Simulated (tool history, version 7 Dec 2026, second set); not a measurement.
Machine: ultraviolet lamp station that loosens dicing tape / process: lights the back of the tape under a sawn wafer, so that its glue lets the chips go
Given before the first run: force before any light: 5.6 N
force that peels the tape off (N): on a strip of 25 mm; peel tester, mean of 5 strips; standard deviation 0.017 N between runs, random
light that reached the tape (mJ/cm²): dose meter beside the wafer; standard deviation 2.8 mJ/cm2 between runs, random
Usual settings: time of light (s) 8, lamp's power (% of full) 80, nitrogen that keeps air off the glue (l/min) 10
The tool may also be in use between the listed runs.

run	hour	time of light (s)	lamp's power (% of full)	nitrogen that keeps air off the glue (l/min)	force that peels the tape off (N)	light that reached the tape (mJ/cm²)
1	0.0	8	80	10	0.824	388
2	20.5	8	80	10	0.787	393
3	63.0	8	80	10	0.815	390
4	103.3	8	87	10	0.687	425
5	146.1	8	87	18	0.532	422
6	176.5	8	87	18	0.514	422
7	217.3	8	87	18	0.548	421
8	237.8	8	87	18	0.536	419
9	281.9	8	87	18	0.535	421
10	329.9	8	80	10	0.830	388
11	371.4	8	80	10	0.799	384
12	415.8	8	80	10	0.768	387
13	458.3	8	66	4	1.659	324
14	483.3	8	61	5	1.620	293
15	526.0	8	83	6	0.958	405
16	575.9	8	83	6	1.009	406
17	616.0	6	83	6	1.502	304
18	651.8	5	90	5	1.767	276
19	672.5	7	95	5	1.106	399
20	712.3	10	61	13	0.779	371
21	747.0	10	84	4	0.875	508
22	788.3	8	70	17	0.778	342
23	815.2	14	86	10	0.319	730

Withheld: 1 entry from between the runs. Position of each, and hidden state at the listed run before versus the listed run after:
In the gap between runs 3 and 4: window cleaned of glue's vapour (hour 97.8)
  light that the window lets through, % of a clean one's: 99.8 -> 100
  measured less the result without the state, light that reached the tape (mJ/cm²): -1 -> -1

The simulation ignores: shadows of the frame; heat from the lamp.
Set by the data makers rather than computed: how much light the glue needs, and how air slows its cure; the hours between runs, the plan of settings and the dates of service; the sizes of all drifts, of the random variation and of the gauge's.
